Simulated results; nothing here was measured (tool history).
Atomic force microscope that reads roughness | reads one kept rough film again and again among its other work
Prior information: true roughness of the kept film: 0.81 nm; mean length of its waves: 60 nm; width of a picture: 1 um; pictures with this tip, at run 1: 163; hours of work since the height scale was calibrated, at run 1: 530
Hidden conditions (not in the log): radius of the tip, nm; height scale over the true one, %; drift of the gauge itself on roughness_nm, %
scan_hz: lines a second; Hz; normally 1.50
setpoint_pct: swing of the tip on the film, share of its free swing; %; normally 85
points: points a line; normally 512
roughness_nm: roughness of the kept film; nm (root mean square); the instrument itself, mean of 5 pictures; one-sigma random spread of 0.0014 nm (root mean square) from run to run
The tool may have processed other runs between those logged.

run,hour,scan_hz,setpoint_pct,points,pictures with this tip,hours of work since the height scale was calibrated,roughness_nm
1,0.0,1.50,85,512,163,530,0.724
2,9.8,1.50,85,941,173,537,0.722
3,19.1,1.50,85,512,182,543,0.720
4,39.9,1.50,85,512,204,556,0.721
5,51.5,1.50,85,512,215,564,0.721
6,68.1,1.50,85,512,232,575,0.721
7,82.5,1.50,85,512,247,584,0.722
8,100.5,1.50,85,512,265,596,0.725
9,116.7,1.50,85,512,282,607,0.720
# hour 125.6: new tip fitted
10,126.2,1.50,85,512,1,613,0.722
11,138.0,1.50,85,512,13,621,0.724
12,157.1,1.50,85,512,32,633,0.725
13,166.2,0.65,85,512,41,639,0.765
14,175.5,0.65,85,512,51,645,0.764
15,192.8,0.65,85,512,68,657,0.768
16,213.0,1.09,85,512,89,670,0.743
17,222.2,1.09,85,512,98,676,0.744
18,232.5,1.09,56,512,108,683,0.792
19,248.5,1.09,56,512,125,693,0.791
20,267.8,3.64,85,609,144,706,0.631
21,286.3,3.64,85,609,163,718,0.633
22,297.1,3.64,85,609,174,725,0.634
23,317.9,2.52,59,512,195,739,0.770
24,329.5,2.28,73,841,207,747,0.737
25,342.6,0.53,83,531,220,755,0.779
26,354.6,0.72,85,512,232,763,0.763
27,371.0,0.91,85,454,249,774,0.752
28,385.9,0.72,85,565,264,784,0.761
29,400.3,2.45,87,512,279,793,0.669
# hour 411.9: new tip fitted
30,413.1,2.78,78,860,1,802,0.701
31,433.5,2.78,56,860,22,815,0.776
32,448.2,3.79,71,676,37,825,0.707

Consider 3 possible next runs. They are alternatives, not a sequence: every one starts from the tool as it was left by run 32. What does each give?
A,468.4,0.59,85,818,57,838,?
B,468.4,3.87,84,745,57,838,?
C,468.4,1.47,87,499,57,838,?

run,roughness_nm
A,0.771
B,0.629
C,0.719
What these runs would have given with no unlogged condition in the tool:
run,roughness_nm
A,0.771
B,0.629
C,0.719
